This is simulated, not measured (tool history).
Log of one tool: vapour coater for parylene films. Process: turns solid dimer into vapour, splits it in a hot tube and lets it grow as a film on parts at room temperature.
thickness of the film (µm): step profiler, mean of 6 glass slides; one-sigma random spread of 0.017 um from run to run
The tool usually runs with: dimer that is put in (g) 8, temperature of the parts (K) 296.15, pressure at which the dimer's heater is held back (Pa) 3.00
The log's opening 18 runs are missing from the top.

run	hour	dimer that is put in (g)	temperature of the parts (K)	pressure at which the dimer's heater is held back (Pa)	thickness of the film (µm)
19	373.7	8	296.15	3.00	1.59
20	398.4	8	296.15	8.09	1.42
21	425.1	8	296.15	8.09	1.43
22	449.7	8	296.15	8.09	1.42
23	472.1	7	296.15	2.34	1.36
24	497.9	6	289.15	5.26	1.55
25	522.7	8	293.15	6.16	1.66
26	540.0	6	296.15	6.84	1.07
27	564.2	14	296.15	6.03	2.50
28	592.8	7	296.15	7.05	1.20
29	606.8	5	296.15	4.92	0.90

The next listed run, before its measurement:
30	627.1	10	296.15	9.54	?

Run 30 came out at thickness of the film (µm) 1.67.
Minus the tool's unlogged condition, the same run would have read thickness of the film (µm) 1.90.
